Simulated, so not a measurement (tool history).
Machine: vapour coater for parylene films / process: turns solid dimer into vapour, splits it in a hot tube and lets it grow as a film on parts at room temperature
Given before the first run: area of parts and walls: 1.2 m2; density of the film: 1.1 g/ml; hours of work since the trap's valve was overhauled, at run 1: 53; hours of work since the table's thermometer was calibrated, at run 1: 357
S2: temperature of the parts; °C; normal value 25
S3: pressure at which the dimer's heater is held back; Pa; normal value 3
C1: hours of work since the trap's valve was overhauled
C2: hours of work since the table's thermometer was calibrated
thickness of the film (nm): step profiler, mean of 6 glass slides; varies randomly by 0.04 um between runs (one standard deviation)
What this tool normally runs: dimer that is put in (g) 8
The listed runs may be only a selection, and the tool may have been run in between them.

run 1 hour=0 | dimer_that_is_put_in_(g)=8 S2=25 S3=3 | C1=53 C2=357 | thickness_of_the_film_(nm)=4240
run 2 hour=42.5 | dimer_that_is_put_in_(g)=8 S2=20 S3=3 | C1=85 C2=389 | thickness_of_the_film_(nm)=5170
run 3 hour=99.1 | dimer_that_is_put_in_(g)=8 S2=31 S3=3 | C1=128 C2=432 | thickness_of_the_film_(nm)=3420
run 4 hour=134.8 | dimer_that_is_put_in_(g)=8 S2=31 S3=3 | C1=155 C2=459 | thickness_of_the_film_(nm)=3360
run 5 hour=162.9 | dimer_that_is_put_in_(g)=9 S2=25 S3=3 | C1=176 C2=480 | thickness_of_the_film_(nm)=4860
run 6 hour=186.3 | dimer_that_is_put_in_(g)=9 S2=25 S3=3 | C1=194 C2=497 | thickness_of_the_film_(nm)=4790
run 7 hour=230.6 | dimer_that_is_put_in_(g)=8 S2=25 S3=3 | C1=227 C2=531 | thickness_of_the_film_(nm)=4330
run 8 hour=275.9 | dimer_that_is_put_in_(g)=8 S2=25 S3=3 | C1=261 C2=565 | thickness_of_the_film_(nm)=4280
run 9 hour=309.1 | dimer_that_is_put_in_(g)=8 S2=25 S3=3 | C1=287 C2=590 | thickness_of_the_film_(nm)=4290
run 10 hour=358.9 | dimer_that_is_put_in_(g)=8 S2=25 S3=3 | C1=324 C2=628 | thickness_of_the_film_(nm)=4260
-- hour=397.3 trap's valve overhauled
run 11 hour=415.7 | dimer_that_is_put_in_(g)=8 S2=22 S3=3 | C1=14 C2=667 | thickness_of_the_film_(nm)=4790
run 12 hour=444 | dimer_that_is_put_in_(g)=8 S2=22 S3=3 | C1=35 C2=689 | thickness_of_the_film_(nm)=4830
run 13 hour=491.5 | dimer_that_is_put_in_(g)=8 S2=22 S3=3 | C1=71 C2=725 | thickness_of_the_film_(nm)=4750
run 14 hour=529 | dimer_that_is_put_in_(g)=8 S2=22 S3=3 | C1=99 C2=753 | thickness_of_the_film_(nm)=4790
run 15 hour=559.2 | dimer_that_is_put_in_(g)=8 S2=22 S3=3 | C1=122 C2=776 | thickness_of_the_film_(nm)=4800
run 16 hour=603.3 | dimer_that_is_put_in_(g)=3 S2=25 S3=8.14 | C1=155 C2=809 | thickness_of_the_film_(nm)=1370
run 17 hour=634 | dimer_that_is_put_in_(g)=3 S2=25 S3=8.14 | C1=179 C2=832 | thickness_of_the_film_(nm)=1380
run 18 hour=689.7 | dimer_that_is_put_in_(g)=8 S2=31 S3=3 | C1=221 C2=874 | thickness_of_the_film_(nm)=3360
run 19 hour=738.3 | dimer_that_is_put_in_(g)=9 S2=25 S3=6.68 | C1=257 C2=911 | thickness_of_the_film_(nm)=4210
run 20 hour=789.4 | dimer_that_is_put_in_(g)=9 S2=25 S3=6.68 | C1=296 C2=949 | thickness_of_the_film_(nm)=4240
run 21 hour=841.4 | dimer_that_is_put_in_(g)=9 S2=25 S3=6.68 | C1=335 C2=989 | thickness_of_the_film_(nm)=4160
-- hour=864.9 trap's valve overhauled
run 22 hour=894.4 | dimer_that_is_put_in_(g)=4 S2=25 S3=4.36 | C1=22 C2=1026 | thickness_of_the_film_(nm)=2030
run 23 hour=923.7 | dimer_that_is_put_in_(g)=4 S2=37 S3=2.32 | C1=44 C2=1048 | thickness_of_the_film_(nm)=1440
run 24 hour=966.6 | dimer_that_is_put_in_(g)=4 S2=37 S3=2.32 | C1=77 C2=1080 | thickness_of_the_film_(nm)=1390
run 25 hour=1004.8 | dimer_that_is_put_in_(g)=4 S2=37 S3=2.32 | C1=106 C2=1109 | thickness_of_the_film_(nm)=1360
run 26 hour=1034.4 | dimer_that_is_put_in_(g)=11 S2=30 S3=3.3 | C1=128 C2=1131 | thickness_of_the_film_(nm)=4750

For each entry between runs, how does the tool's hidden state at the last listed run before it compare with that at the first listed run after it?
In the gap between runs 10 and 11: trap's valve overhauled (hour 397.3)
  vapour lost through the trap's worn valve, %: 0.6 -> 0
In the gap between runs 21 and 22: trap's valve overhauled (hour 864.9)
  vapour lost through the trap's worn valve, %: 0.6 -> 0.1

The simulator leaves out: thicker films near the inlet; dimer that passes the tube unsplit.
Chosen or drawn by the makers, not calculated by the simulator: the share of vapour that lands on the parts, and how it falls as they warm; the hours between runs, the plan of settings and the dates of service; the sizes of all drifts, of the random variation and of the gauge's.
